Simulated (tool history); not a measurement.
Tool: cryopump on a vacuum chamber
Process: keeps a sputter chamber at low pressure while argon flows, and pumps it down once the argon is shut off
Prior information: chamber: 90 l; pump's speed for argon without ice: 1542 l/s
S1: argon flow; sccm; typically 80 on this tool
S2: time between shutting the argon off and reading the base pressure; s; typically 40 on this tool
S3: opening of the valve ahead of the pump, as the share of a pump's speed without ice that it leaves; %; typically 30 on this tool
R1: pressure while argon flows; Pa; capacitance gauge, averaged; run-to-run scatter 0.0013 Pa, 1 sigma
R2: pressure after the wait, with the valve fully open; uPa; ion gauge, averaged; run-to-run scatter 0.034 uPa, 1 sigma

{"run": 1, "day": 0.0, "S1": 80, "S2": 40, "S3": 30, "R1": 0.2999, "R2": 2.67}
{"run": 2, "day": 3.262, "S1": 80, "S2": 40, "S3": 30, "R1": 0.3064, "R2": 2.78}
{"run": 3, "day": 5.312, "S1": 80, "S2": 40, "S3": 30, "R1": 0.3101, "R2": 2.82}
{"run": 4, "day": 9.262, "S1": 80, "S2": 40, "S3": 30, "R1": 0.3122, "R2": 2.88}
{"run": 5, "day": 13.138, "S1": 80, "S2": 40, "S3": 30, "R1": 0.3188, "R2": 2.98}
{"run": 6, "day": 16.083, "S1": 80, "S2": 40, "S3": 30, "R1": 0.3199, "R2": 3.18}
{"run": 7, "day": 18.467, "S1": 80, "S2": 40, "S3": 30, "R1": 0.3232, "R2": 3.07}
{"run": 8, "day": 20.992, "S1": 80, "S2": 40, "S3": 30, "R1": 0.3265, "R2": 3.26}
{"run": 9, "day": 25.154, "S1": 41, "S2": 40, "S3": 30, "R1": 0.1722, "R2": 3.35}
{"day": 27.45, "done": "pump warmed up, emptied and cooled again"}
{"run": 10, "day": 27.992, "S1": 41, "S2": 40, "S3": 30, "R1": 0.1522, "R2": 2.9}
{"run": 11, "day": 30.067, "S1": 41, "S2": 40, "S3": 30, "R1": 0.1532, "R2": 2.89}
{"run": 12, "day": 32.904, "S1": 80, "S2": 40, "S3": 30, "R1": 0.2998, "R2": 3.01}
{"run": 13, "day": 34.692, "S1": 59, "S2": 40, "S3": 30, "R1": 0.2213, "R2": 3.07}
{"run": 14, "day": 38.025, "S1": 80, "S2": 40, "S3": 30, "R1": 0.3058, "R2": 3.11}
{"run": 15, "day": 40.567, "S1": 80, "S2": 40, "S3": 30, "R1": 0.3061, "R2": 3.2}
{"run": 16, "day": 44.096, "S1": 80, "S2": 40, "S3": 30, "R1": 0.3117, "R2": 3.26}
{"run": 17, "day": 48.312, "S1": 89, "S2": 40, "S3": 36, "R1": 0.2959, "R2": 3.41}
{"run": 18, "day": 52.258, "S1": 89, "S2": 40, "S3": 36, "R1": 0.3018, "R2": 3.47}
{"run": 19, "day": 55.517, "S1": 100, "S2": 28, "S3": 34, "R1": 0.3642, "R2": 4.29}
{"run": 20, "day": 58.775, "S1": 100, "S2": 28, "S3": 34, "R1": 0.3642, "R2": 4.35}
{"run": 21, "day": 62.262, "S1": 100, "S2": 28, "S3": 34, "R1": 0.3733, "R2": 4.44}
{"day": 63.979, "done": "pump warmed up, emptied and cooled again"}
{"run": 22, "day": 65.658, "S1": 100, "S2": 28, "S3": 34, "R1": 0.3307, "R2": 3.98}
{"run": 23, "day": 68.179, "S1": 100, "S2": 28, "S3": 34, "R1": 0.3341, "R2": 3.99}
{"run": 24, "day": 70.375, "S1": 78, "S2": 26, "S3": 24, "R1": 0.3644, "R2": 4.19}
{"run": 25, "day": 73.408, "S1": 78, "S2": 26, "S3": 24, "R1": 0.3705, "R2": 4.22}
{"run": 26, "day": 76.288, "S1": 88, "S2": 45, "S3": 17, "R1": 0.5826, "R2": 3.39}
{"run": 27, "day": 80.275, "S1": 129, "S2": 123, "S3": 21, "R1": 0.7005, "R2": 2.47}
{"run": 28, "day": 82.7, "S1": 129, "S2": 123, "S3": 21, "R1": 0.7067, "R2": 2.51}

Branching from run 28: 5 alternative next runs. What would each branch give?
{"day": 84.6, "done": "leaking fittings of the chamber tightened, without venting"}
{"run": "A", "day": 86.238, "S1": 80, "S2": 55, "S3": 19, "R1": "?", "R2": "?"}
{"day": 84.6, "done": "leaking fittings of the chamber tightened, without venting"}
{"run": "B", "day": 86.238, "S1": 63, "S2": 81, "S3": 23, "R1": "?", "R2": "?"}
{"day": 84.6, "done": "leaking fittings of the chamber tightened, without venting"}
{"run": "C", "day": 86.238, "S1": 113, "S2": 22, "S3": 39, "R1": "?", "R2": "?"}
{"day": 84.6, "done": "leaking fittings of the chamber tightened, without venting"}
{"run": "D", "day": 86.238, "S1": 80, "S2": 40, "S3": 59, "R1": "?", "R2": "?"}
{"day": 84.6, "done": "leaking fittings of the chamber tightened, without venting"}
{"run": "E", "day": 86.238, "S1": 89, "S2": 31, "S3": 22, "R1": "?", "R2": "?"}

run=A R1=0.4837 R2=1.49
run=B R1=0.3221 R2=1.12
run=C R1=0.3520 R2=3.31
run=D R1=0.1734 R2=1.90
run=E R1=0.4757 R2=2.39
What these runs would have given with no unlogged condition in the tool:
run=A R1=0.4589 R2=1.41
run=B R1=0.3024 R2=1.03
run=C R1=0.3169 R2=3.22
run=D R1=0.1485 R2=1.81
run=E R1=0.4477 R2=2.31

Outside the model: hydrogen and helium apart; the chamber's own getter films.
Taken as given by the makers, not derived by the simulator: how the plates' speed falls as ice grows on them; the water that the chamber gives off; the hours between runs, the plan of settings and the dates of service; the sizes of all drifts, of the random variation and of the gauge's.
